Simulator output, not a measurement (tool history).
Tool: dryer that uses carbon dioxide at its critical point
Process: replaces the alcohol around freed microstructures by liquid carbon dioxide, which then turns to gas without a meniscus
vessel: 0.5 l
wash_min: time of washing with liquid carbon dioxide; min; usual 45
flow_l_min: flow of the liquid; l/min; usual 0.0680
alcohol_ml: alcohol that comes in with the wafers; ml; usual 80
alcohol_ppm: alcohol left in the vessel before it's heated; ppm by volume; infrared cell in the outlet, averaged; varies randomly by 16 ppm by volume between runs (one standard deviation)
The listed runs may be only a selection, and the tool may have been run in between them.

| run | hour | wash_min | flow_l_min | alcohol_ml | alcohol_ppm |
|---|---|---|---|---|---|
| 1 | 0.0 | 45 | 0.0680 | 80 | 1174 |
| 2 | 31.3 | 45 | 0.0680 | 80 | 1183 |
| 3 | 67.5 | 45 | 0.0791 | 80 | 579 |
| 4 | 93.8 | 45 | 0.0791 | 80 | 572 |
| 5 | 132.1 | 45 | 0.0516 | 80 | 3948 |
| 6 | 170.0 | 45 | 0.0516 | 80 | 3967 |
| 7 | 192.1 | 45 | 0.0516 | 80 | 4002 |
| 8 | 234.6 | 40 | 0.0680 | 80 | 2247 |
| 9 | 264.7 | 40 | 0.0680 | 80 | 2341 |
| 10 | 302.9 | 40 | 0.0680 | 80 | 2302 |
| 11 | 326.3 | 40 | 0.0680 | 80 | 2358 |
| 12 | 367.1 | 39 | 0.1068 | 29 | 161 |
| 13 | 390.8 | 45 | 0.0680 | 33 | 639 |
| 14 | 431.6 | 45 | 0.1079 | 21 | 98 |
| 15 | 449.1 | 63 | 0.0901 | 23 | 90 |
| 16 | 483.1 | 57 | 0.0527 | 20 | 468 |
| 17 | 518.8 | 58 | 0.0825 | 80 | 185 |
| 18 | 545.7 | 49 | 0.1106 | 22 | 93 |
| 19 | 568.3 | 32 | 0.1084 | 22 | 327 |
| 20 | 588.1 | 43 | 0.0802 | 68 | 816 |
| 21 | 627.8 | 43 | 0.0802 | 68 | 847 |

Forecast each of these 3 alternatives for the next run:
| A | 665.4 | 40 | 0.0411 | 80 | ? |
| B | 665.4 | 33 | 0.0523 | 49 | ? |
| C | 665.4 | 72 | 0.0453 | 86 | ? |

| run | alcohol_ppm |
|---|---|
| A | 13744 |
| B | 7495 |
| C | 1361 |
What these runs would have given with no unlogged condition in the tool:
| run | alcohol_ppm |
|---|---|
| A | 10629 |
| B | 5701 |
| C | 784 |

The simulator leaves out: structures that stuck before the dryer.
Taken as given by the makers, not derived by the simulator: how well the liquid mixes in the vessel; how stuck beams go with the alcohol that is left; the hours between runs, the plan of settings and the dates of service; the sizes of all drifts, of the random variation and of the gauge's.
